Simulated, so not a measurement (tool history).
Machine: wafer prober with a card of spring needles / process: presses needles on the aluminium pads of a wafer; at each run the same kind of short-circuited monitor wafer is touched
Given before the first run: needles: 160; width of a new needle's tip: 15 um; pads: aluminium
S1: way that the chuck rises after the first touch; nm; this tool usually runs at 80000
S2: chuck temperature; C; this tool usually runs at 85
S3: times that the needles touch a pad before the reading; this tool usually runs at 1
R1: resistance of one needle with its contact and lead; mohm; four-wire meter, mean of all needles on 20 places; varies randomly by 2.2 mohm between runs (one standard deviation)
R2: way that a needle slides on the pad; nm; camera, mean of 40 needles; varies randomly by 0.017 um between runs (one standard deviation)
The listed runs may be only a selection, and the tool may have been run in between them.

Run 1, hour 0: usual settings. Result: R1 270 mohm, R2 12410 nm.
At hour 11.4: tips cleaned on abrasive film.
Run 2, hour 21.7: usual settings. Result: R1 312 mohm, R2 12400 nm.
At hour 24.3: tips cleaned on abrasive film.
At hour 36.9: tips cleaned on abrasive film.
Run 3, hour 36.9: usual settings. Result: R1 247 mohm, R2 12360 nm.
At hour 50.6: tips cleaned on abrasive film.
At hour 63.5: tips cleaned on abrasive film.
Run 4, hour 69.4: usual settings. Result: R1 293 mohm, R2 12360 nm.
At hour 78.1: tips cleaned on abrasive film.
Run 5, hour 87.5: usual settings but S3 2. Result: R1 277 mohm, R2 12300 nm.
At hour 90.6: tips cleaned on abrasive film.
At hour 104.8: tips cleaned on abrasive film.
Run 6, hour 114.2: usual settings. Result: R1 311 mohm, R2 12280 nm.
At hour 119.3: tips cleaned on abrasive film.
Run 7, hour 129.9: usual settings. Result: R1 313 mohm, R2 12270 nm.
At hour 133.2: tips cleaned on abrasive film.
At hour 147: tips cleaned on abrasive film.
Run 8, hour 151.2: usual settings. Result: R1 288 mohm, R2 12260 nm.
At hour 159.7: tips cleaned on abrasive film.
At hour 172.1: tips cleaned on abrasive film.
Run 9, hour 179: usual settings. Result: R1 300 mohm, R2 12220 nm.
At hour 184.9: tips cleaned on abrasive film.
At hour 198.1: tips cleaned on abrasive film.
Run 10, hour 201.9: usual settings. Result: R1 291 mohm, R2 12190 nm.
At hour 210.9: tips cleaned on abrasive film.
At hour 211.2: height of the first contact set anew.
At hour 224.3: tips cleaned on abrasive film.
Run 11, hour 224.3: usual settings but S1 67000 nm. Result: R1 256 mohm, R2 10520 nm.
At hour 237.3: tips cleaned on abrasive film.
Run 12, hour 244.8: usual settings but S2 27 C. Result: R1 297 mohm, R2 12560 nm.
At hour 250: tips cleaned on abrasive film.
At hour 263.9: tips cleaned on abrasive film.
At hour 277.7: tips cleaned on abrasive film.
Run 13, hour 278.7: usual settings but S2 27 C. Result: R1 243 mohm, R2 12480 nm.
At hour 292.7: tips cleaned on abrasive film.
Run 14, hour 293.7: usual settings but S2 27 C. Result: R1 246 mohm, R2 12470 nm.
At hour 305.3: tips cleaned on abrasive film.
Run 15, hour 308.9: usual settings but S2 65 C. Result: R1 283 mohm, R2 12500 nm.
At hour 317.7: tips cleaned on abrasive film.
At hour 330.9: tips cleaned on abrasive film.
Run 16, hour 338.4: usual settings but S1 73000 nm, S2 43 C. Result: R1 315 mohm, R2 11350 nm.
At hour 344.6: tips cleaned on abrasive film.
At hour 357.8: tips cleaned on abrasive film.
Run 17, hour 364.3: usual settings but S1 82000 nm, S2 74 C, S3 3. Result: R1 259 mohm, R2 12740 nm.
At hour 372.3: tips cleaned on abrasive film.
At hour 385.6: tips cleaned on abrasive film.
Run 18, hour 397.7: usual settings but S1 82000 nm, S2 123 C. Result: R1 315 mohm, R2 12710 nm.
At hour 400: tips cleaned on abrasive film.
At hour 412.8: tips cleaned on abrasive film.
Run 19, hour 423.3: usual settings but S1 82000 nm, S2 52 C. Result: R1 304 mohm, R2 12680 nm.
At hour 425.3: tips cleaned on abrasive film.
At hour 438.3: tips cleaned on abrasive film.
Run 20, hour 438.3: usual settings but S1 82000 nm, S2 52 C. Result: R1 234 mohm, R2 12640 nm.
At hour 453.1: tips cleaned on abrasive film.
At hour 467: tips cleaned on abrasive film.
Run 21, hour 473.5: usual settings but S1 82000 nm, S2 52 C. Result: R1 299 mohm, R2 12630 nm.
At hour 479.3: tips cleaned on abrasive film.
At hour 492.4: tips cleaned on abrasive film.
At hour 504.7: tips cleaned on abrasive film.
Run 22, hour 509.9: usual settings but S2 67 C, S3 2. Result: R1 279 mohm, R2 12230 nm.
At hour 519.6: tips cleaned on abrasive film.
Run 23, hour 530.1: usual settings but S2 67 C, S3 2. Result: R1 286 mohm, R2 12210 nm.
At hour 533.3: tips cleaned on abrasive film.
At hour 546.8: tips cleaned on abrasive film.
Run 24, hour 547.5: usual settings but S1 60000 nm, S2 81 C, S3 2. Result: R1 267 mohm, R2 9070 nm.
At hour 559.8: tips cleaned on abrasive film.
At hour 562.6: height of the first contact set anew.
Run 25, hour 567.3: usual settings but S1 60000 nm, S2 28 C, S3 2. Result: R1 306 mohm, R2 9440 nm.
At hour 573: tips cleaned on abrasive film.
At hour 585.3: tips cleaned on abrasive film.
Run 26, hour 585.3: usual settings but S1 60000 nm, S2 28 C, S3 2. Result: R1 241 mohm, R2 9390 nm.
At hour 597.8: tips cleaned on abrasive film.
At hour 610.8: tips cleaned on abrasive film.
Run 27, hour 614.5: usual settings but S1 60000 nm, S2 28 C, S3 2. Result: R1 276 mohm, R2 9370 nm.

Alternative continuations, all from the tool just after run 27; predict every row:
At hour 623.8: tips cleaned on abrasive film.
At hour 638.6: tips cleaned on abrasive film.
Run A, hour 642.6: usual settings but S3 2. Result: R1 ?, R2 ?.
At hour 623.8: tips cleaned on abrasive film.
At hour 638.6: tips cleaned on abrasive film.
Run B, hour 642.6: usual settings but S1 68000 nm, S2 67 C, S3 3. Result: R1 ?, R2 ?.
At hour 623.8: tips cleaned on abrasive film.
At hour 638.6: tips cleaned on abrasive film.
Run C, hour 642.6: usual settings but S1 94000 nm, S2 111 C. Result: R1 ?, R2 ?.
At hour 623.8: tips cleaned on abrasive film.
At hour 638.6: tips cleaned on abrasive film.
Run D, hour 642.6: usual settings but S1 88000 nm, S2 43 C, S3 2. Result: R1 ?, R2 ?.

run   R1     R2
  A  276  12530
  B  268  10600
  C  288  14690
  D  257  13730
Without the tool's hidden state the same runs would have given:
run   R1     R2
  A  240  12620
  B  237  10690
  C  246  14780
  D  225  13820

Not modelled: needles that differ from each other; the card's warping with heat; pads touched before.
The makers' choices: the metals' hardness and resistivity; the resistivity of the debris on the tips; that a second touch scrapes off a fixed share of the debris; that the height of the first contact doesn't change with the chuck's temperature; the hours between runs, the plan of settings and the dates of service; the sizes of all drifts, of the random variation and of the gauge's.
